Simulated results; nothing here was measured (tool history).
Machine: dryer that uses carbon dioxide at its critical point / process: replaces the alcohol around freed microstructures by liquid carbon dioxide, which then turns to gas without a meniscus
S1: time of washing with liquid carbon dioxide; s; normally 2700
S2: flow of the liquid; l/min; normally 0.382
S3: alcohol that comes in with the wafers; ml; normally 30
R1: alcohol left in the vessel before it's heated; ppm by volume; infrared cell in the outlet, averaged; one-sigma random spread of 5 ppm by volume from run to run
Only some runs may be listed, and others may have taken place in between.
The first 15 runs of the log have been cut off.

run 16 hour=678.0 | S1=2700 S2=0.382 S3=30 | R1=98
run 17 hour=726.2 | S1=2700 S2=0.456 S3=30 | R1=77
-- hour=795.0 inlet filter changed
run 18 hour=795.0 | S1=2700 S2=0.486 S3=30 | R1=86
run 19 hour=861.3 | S1=2700 S2=0.382 S3=30 | R1=85
run 20 hour=927.8 | S1=2700 S2=0.382 S3=30 | R1=95
run 21 hour=962.0 | S1=2280 S2=0.265 S3=24 | R1=233
run 22 hour=1018.4 | S1=2820 S2=0.458 S3=104 | R1=86
run 23 hour=1078.2 | S1=2820 S2=0.458 S3=104 | R1=92
run 24 hour=1143.0 | S1=2220 S2=0.382 S3=41 | R1=158
run 25 hour=1212.6 | S1=2220 S2=0.382 S3=41 | R1=169
run 26 hour=1257.9 | S1=4260 S2=0.287 S3=77 | R1=105
run 27 hour=1319.1 | S1=1740 S2=0.418 S3=26 | R1=199
run 28 hour=1367.4 | S1=2340 S2=0.488 S3=26 | R1=118

Run 29 is up next; what results do you expect?
run 29 hour=1406.6 | S1=2700 S2=0.518 S3=44 | R1=?

{"run 29": {"R1": 108}}
The same run, on a tool lacking any hidden state, would have yielded R1 6 ppm by volume.
